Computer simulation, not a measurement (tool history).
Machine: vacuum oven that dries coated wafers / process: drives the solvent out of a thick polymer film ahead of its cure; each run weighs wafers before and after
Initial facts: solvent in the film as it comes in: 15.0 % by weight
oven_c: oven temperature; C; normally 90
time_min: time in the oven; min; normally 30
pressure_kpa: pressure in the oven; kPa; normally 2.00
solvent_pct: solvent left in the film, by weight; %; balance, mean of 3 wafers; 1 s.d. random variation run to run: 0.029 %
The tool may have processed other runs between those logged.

run 1 hour=0.0 | oven_c=90 time_min=30 pressure_kpa=2.00 | solvent_pct=1.71
run 2 hour=17.8 | oven_c=90 time_min=21 pressure_kpa=2.00 | solvent_pct=2.67
run 3 hour=33.9 | oven_c=90 time_min=21 pressure_kpa=2.00 | solvent_pct=2.66
run 4 hour=43.5 | oven_c=90 time_min=21 pressure_kpa=2.00 | solvent_pct=2.67
run 5 hour=51.6 | oven_c=99 time_min=30 pressure_kpa=2.00 | solvent_pct=0.93
run 6 hour=67.8 | oven_c=90 time_min=30 pressure_kpa=2.90 | solvent_pct=2.16
run 7 hour=80.6 | oven_c=90 time_min=23 pressure_kpa=2.00 | solvent_pct=2.36
run 8 hour=98.1 | oven_c=90 time_min=23 pressure_kpa=2.00 | solvent_pct=2.33
run 9 hour=111.4 | oven_c=90 time_min=23 pressure_kpa=2.00 | solvent_pct=2.41
run 10 hour=120.4 | oven_c=90 time_min=23 pressure_kpa=2.00 | solvent_pct=2.34
run 11 hour=137.6 | oven_c=90 time_min=23 pressure_kpa=2.00 | solvent_pct=2.43
run 12 hour=152.4 | oven_c=90 time_min=23 pressure_kpa=2.00 | solvent_pct=2.38
run 13 hour=169.5 | oven_c=90 time_min=23 pressure_kpa=2.00 | solvent_pct=2.38
run 14 hour=178.1 | oven_c=90 time_min=23 pressure_kpa=2.00 | solvent_pct=2.41
run 15 hour=196.1 | oven_c=90 time_min=23 pressure_kpa=2.00 | solvent_pct=2.43
run 16 hour=205.4 | oven_c=90 time_min=23 pressure_kpa=2.00 | solvent_pct=2.40
run 17 hour=213.4 | oven_c=90 time_min=30 pressure_kpa=2.00 | solvent_pct=1.77
run 18 hour=226.7 | oven_c=90 time_min=30 pressure_kpa=2.00 | solvent_pct=1.80
run 19 hour=238.6 | oven_c=90 time_min=30 pressure_kpa=2.00 | solvent_pct=1.78
run 20 hour=246.8 | oven_c=90 time_min=30 pressure_kpa=1.53 | solvent_pct=1.57
run 21 hour=257.7 | oven_c=90 time_min=30 pressure_kpa=1.53 | solvent_pct=1.50
run 22 hour=276.7 | oven_c=90 time_min=30 pressure_kpa=1.53 | solvent_pct=1.56
run 23 hour=295.6 | oven_c=95 time_min=30 pressure_kpa=2.00 | solvent_pct=1.19
run 24 hour=306.6 | oven_c=95 time_min=30 pressure_kpa=2.00 | solvent_pct=1.23
run 25 hour=322.6 | oven_c=96 time_min=22 pressure_kpa=1.49 | solvent_pct=1.38
run 26 hour=337.2 | oven_c=96 time_min=22 pressure_kpa=6.12 | solvent_pct=3.15
run 27 hour=355.9 | oven_c=96 time_min=22 pressure_kpa=6.12 | solvent_pct=3.20
run 28 hour=366.8 | oven_c=96 time_min=22 pressure_kpa=6.12 | solvent_pct=3.13
run 29 hour=384.9 | oven_c=80 time_min=22 pressure_kpa=3.95 | solvent_pct=5.82
run 30 hour=398.6 | oven_c=90 time_min=17 pressure_kpa=1.72 | solvent_pct=3.26
run 31 hour=411.5 | oven_c=89 time_min=21 pressure_kpa=2.38 | solvent_pct=2.98
run 32 hour=430.0 | oven_c=101 time_min=21 pressure_kpa=3.72 | solvent_pct=1.68
run 33 hour=442.9 | oven_c=101 time_min=21 pressure_kpa=3.72 | solvent_pct=1.72
run 34 hour=453.2 | oven_c=79 time_min=22 pressure_kpa=4.12 | solvent_pct=6.26
run 35 hour=463.4 | oven_c=91 time_min=30 pressure_kpa=2.00 | solvent_pct=1.60
run 36 hour=471.8 | oven_c=91 time_min=30 pressure_kpa=2.00 | solvent_pct=1.60
-- hour=477.0 oven's thermocouples calibrated
run 37 hour=492.7 | oven_c=91 time_min=30 pressure_kpa=2.00 | solvent_pct=1.76
run 38 hour=501.7 | oven_c=90 time_min=40 pressure_kpa=2.00 | solvent_pct=1.50
run 39 hour=515.0 | oven_c=90 time_min=45 pressure_kpa=1.41 | solvent_pct=1.02
run 40 hour=527.6 | oven_c=90 time_min=45 pressure_kpa=1.41 | solvent_pct=1.06
run 41 hour=540.0 | oven_c=93 time_min=23 pressure_kpa=1.28 | solvent_pct=1.71
run 42 hour=554.5 | oven_c=90 time_min=30 pressure_kpa=2.19 | solvent_pct=1.95
run 43 hour=568.1 | oven_c=90 time_min=30 pressure_kpa=2.19 | solvent_pct=1.97
run 44 hour=585.5 | oven_c=90 time_min=30 pressure_kpa=2.19 | solvent_pct=1.97
run 45 hour=602.9 | oven_c=90 time_min=30 pressure_kpa=2.19 | solvent_pct=1.95
run 46 hour=618.4 | oven_c=85 time_min=18 pressure_kpa=1.11 | solvent_pct=4.06
run 47 hour=632.3 | oven_c=79 time_min=20 pressure_kpa=1.11 | solvent_pct=5.08
run 48 hour=649.7 | oven_c=90 time_min=36 pressure_kpa=2.68 | solvent_pct=1.87

Selected run-to-run steps in solvent_pct, each split into two signed amounts: the part the tool would show with no hidden state at all (from settings, incoming material and random variation), and the remainder, which goes to the hidden state together with any gauge scatter not common to the measured and the hidden-state-free results:
Hidden state present: true wafer temperature over the reading, C; true pressure over the reading, kPa; drift of the gauge itself on solvent_pct, %.
Run 4 -> 5: oven_c 90 -> 99, time_min 21 -> 30. solvent_pct -1.74 %: hidden state +0.11, all else -1.85.
Run 33 -> 34: oven_c 101 -> 79, time_min 21 -> 22, pressure_kpa 3.72 -> 4.12. solvent_pct +4.54 %: hidden state -0.16, all else +4.70.
Run 34 -> 35: oven_c 79 -> 91, time_min 22 -> 30, pressure_kpa 4.12 -> 2.00. solvent_pct -4.66 %: hidden state +0.15, all else -4.81.
Run 47 -> 48: oven_c 79 -> 90, time_min 20 -> 36, pressure_kpa 1.11 -> 2.68. solvent_pct -3.21 %: hidden state +0.05, all else -3.26.
